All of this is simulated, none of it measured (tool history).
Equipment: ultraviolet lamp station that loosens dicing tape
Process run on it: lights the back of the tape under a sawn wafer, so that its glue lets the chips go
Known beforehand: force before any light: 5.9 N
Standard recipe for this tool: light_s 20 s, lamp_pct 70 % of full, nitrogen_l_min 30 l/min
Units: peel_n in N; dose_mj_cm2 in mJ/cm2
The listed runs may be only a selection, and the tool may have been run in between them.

Run 1, hour 0.0: usual settings. Result: peel_n 0.862 N, dose_mj_cm2 424 mJ/cm2.
Run 2, hour 57.0: usual settings. Result: peel_n 0.808 N, dose_mj_cm2 427 mJ/cm2.
Run 3, hour 95.0: usual settings but light_s 35 s. Result: peel_n 0.298 N, dose_mj_cm2 747 mJ/cm2.
Run 4, hour 134.3: usual settings but lamp_pct 79 % of full. Result: peel_n 0.666 N, dose_mj_cm2 477 mJ/cm2.
Run 5, hour 168.0: usual settings but lamp_pct 79 % of full. Result: peel_n 0.675 N, dose_mj_cm2 479 mJ/cm2.
Run 6, hour 194.2: usual settings but lamp_pct 79 % of full, nitrogen_l_min 27 l/min. Result: peel_n 0.706 N, dose_mj_cm2 478 mJ/cm2.
Run 7, hour 235.8: usual settings but light_s 22 s. Result: peel_n 0.694 N, dose_mj_cm2 467 mJ/cm2.
Run 8, hour 295.6: usual settings. Result: peel_n 0.830 N, dose_mj_cm2 430 mJ/cm2.
Run 9, hour 347.3: usual settings. Result: peel_n 0.829 N, dose_mj_cm2 425 mJ/cm2.
Run 10, hour 382.3: usual settings but nitrogen_l_min 18 l/min. Result: peel_n 1.037 N, dose_mj_cm2 426 mJ/cm2.
Run 11, hour 429.4: usual settings but light_s 16 s, nitrogen_l_min 18 l/min. Result: peel_n 1.519 N, dose_mj_cm2 340 mJ/cm2.
Run 12, hour 460.8: usual settings but light_s 13 s. Result: peel_n 1.535 N, dose_mj_cm2 278 mJ/cm2.
Run 13, hour 487.9: usual settings but light_s 13 s, nitrogen_l_min 40 l/min. Result: peel_n 1.375 N, dose_mj_cm2 279 mJ/cm2.
Run 14, hour 517.6: usual settings but light_s 13 s, nitrogen_l_min 40 l/min. Result: peel_n 1.360 N, dose_mj_cm2 278 mJ/cm2.
Run 15, hour 561.5: usual settings but light_s 13 s, nitrogen_l_min 40 l/min. Result: peel_n 1.379 N, dose_mj_cm2 275 mJ/cm2.
Run 16, hour 620.8: usual settings but light_s 13 s, nitrogen_l_min 40 l/min. Result: peel_n 1.380 N, dose_mj_cm2 277 mJ/cm2.
Run 17, hour 668.3: usual settings but light_s 32 s. Result: peel_n 0.356 N, dose_mj_cm2 677 mJ/cm2.
Run 18, hour 700.9: usual settings but light_s 32 s. Result: peel_n 0.343 N, dose_mj_cm2 681 mJ/cm2.
At hour 726.8: window cleaned of glue's vapour.
Run 19, hour 729.7: usual settings but light_s 32 s. Result: peel_n 0.369 N, dose_mj_cm2 681 mJ/cm2.
Run 20, hour 773.9: usual settings but light_s 32 s. Result: peel_n 0.360 N, dose_mj_cm2 685 mJ/cm2.
Run 21, hour 801.4: usual settings but lamp_pct 94 % of full, nitrogen_l_min 45 l/min. Result: peel_n 0.379 N, dose_mj_cm2 576 mJ/cm2.
Run 22, hour 838.1: usual settings but light_s 12 s, lamp_pct 97 % of full, nitrogen_l_min 52 l/min. Result: peel_n 0.847 N, dose_mj_cm2 354 mJ/cm2.

Expected results for the next run?
Run 23, hour 892.9: usual settings but light_s 12 s, lamp_pct 97 % of full, nitrogen_l_min 52 l/min. Result: peel_n ?, dose_mj_cm2 ?.

{"run 23": {"peel_n": 0.859, "dose_mj_cm2": 356}}
On a tool with no hidden condition, and with the same random variation, this run would have come out at peel_n 0.856 N, dose_mj_cm2 356 mJ/cm2.
